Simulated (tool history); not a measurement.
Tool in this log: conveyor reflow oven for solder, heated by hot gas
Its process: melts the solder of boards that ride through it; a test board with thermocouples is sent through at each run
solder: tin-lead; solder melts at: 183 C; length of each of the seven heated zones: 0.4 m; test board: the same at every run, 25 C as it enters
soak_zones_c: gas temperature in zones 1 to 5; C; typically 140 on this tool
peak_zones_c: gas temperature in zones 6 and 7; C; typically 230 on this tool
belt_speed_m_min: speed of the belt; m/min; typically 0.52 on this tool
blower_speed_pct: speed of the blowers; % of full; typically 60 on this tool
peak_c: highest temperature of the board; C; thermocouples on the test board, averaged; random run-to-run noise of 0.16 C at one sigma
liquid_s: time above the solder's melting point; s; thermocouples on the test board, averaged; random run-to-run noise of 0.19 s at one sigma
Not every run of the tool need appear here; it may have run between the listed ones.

run    hour  soak_zones_c  peak_zones_c  belt_speed_m_min  blower_speed_pct  peak_c  liquid_s
  1       0           140           230              0.52                60   211.7      64.6
  2    34.2           140           230              0.52                60   211.2      63.6
       83.1  -- flux residue cleaned out of gas plates and filters
  3    88.6           140           230              0.52                60   212.3      65.6
      114.3  -- thermocouples of zones 6 and 7 changed
  4   137.6           140           230              0.52                60   212.3      65.7
  5   194.5           140           230              0.52                60   212.1      65.3
  6     240           140           230             0.516                60     212      65.5
  7   274.2           140           230              0.52                60   211.5      64.3
  8   319.6           140           230              0.52                60   211.1      64.4
      357.8  -- flux residue cleaned out of gas plates and filters
  9   374.1           140           230              0.52                60   212.7      65.9
 10   439.1           140           230              0.52                60   212.3      65.5
 11   499.3           140           230              0.52                60   211.6      65.2
 12   560.6           140           230              0.52                60   211.4      64.8
 13   623.7           140           230              0.52                60     211        64
      634.7  -- flux residue cleaned out of gas plates and filters
 14   667.6           140           230              0.52                60   212.3      65.9
 15   698.3           140           230              0.52                68   214.5      69.2
 16   729.4           140           242              0.52                68   224.7      77.8
 17   763.3           140           222              0.52                87   211.1      67.7
 18   828.4           146           229             0.474                70   216.8      82.3
 19   891.7           146           235              0.52                66   217.9        75
      910.8  -- flux residue cleaned out of gas plates and filters
      945.4  -- thermocouples of zones 6 and 7 changed
 20     947           146           235              0.52                66   220.7      77.4
 21  1001.6           146           235              0.52                66   220.2        77
 22  1057.9           153           230              0.52                63     216      76.7
 23  1114.9           153           240              0.52                63   223.8      83.8
 24  1143.8           137           220             0.606                51   194.4      28.7
 25  1178.6           131           230             0.476                60   212.6      69.6
     1189.6  -- flux residue cleaned out of gas plates and filters
 26  1239.3           131           242             0.469                61   225.7      83.3
     1284.3  -- belt drive overhauled, speed set with a stopwatch
 27  1308.8           140           225             0.437                60   212.5      79.1
 28  1365.2           140           225             0.437                60   212.2      78.3
 29  1392.5           150           241             0.485                76   228.9      89.5
 30  1433.4           148           232               0.5                54   213.7        72

What if the next run were any one of these 3? Each begins from the tool's condition after run 30:
     1467.6  -- flux residue cleaned out of gas plates and filters
  A  1494.3           148           232             0.441                54       ?         ?
     1467.6  -- flux residue cleaned out of gas plates and filters
  B  1494.3           148           228             0.534                54       ?         ?
     1467.6  -- flux residue cleaned out of gas plates and filters
  C  1494.3           142           232             0.558                53       ?         ?

run  peak_c  liquid_s
  A   218.3      88.7
  B   209.2      62.8
  C   209.1      56.1
Without the tool's hidden state the same runs would have given:
run  peak_c  liquid_s
  A   218.7      88.7
  B   209.6        63
  C   209.4      56.3
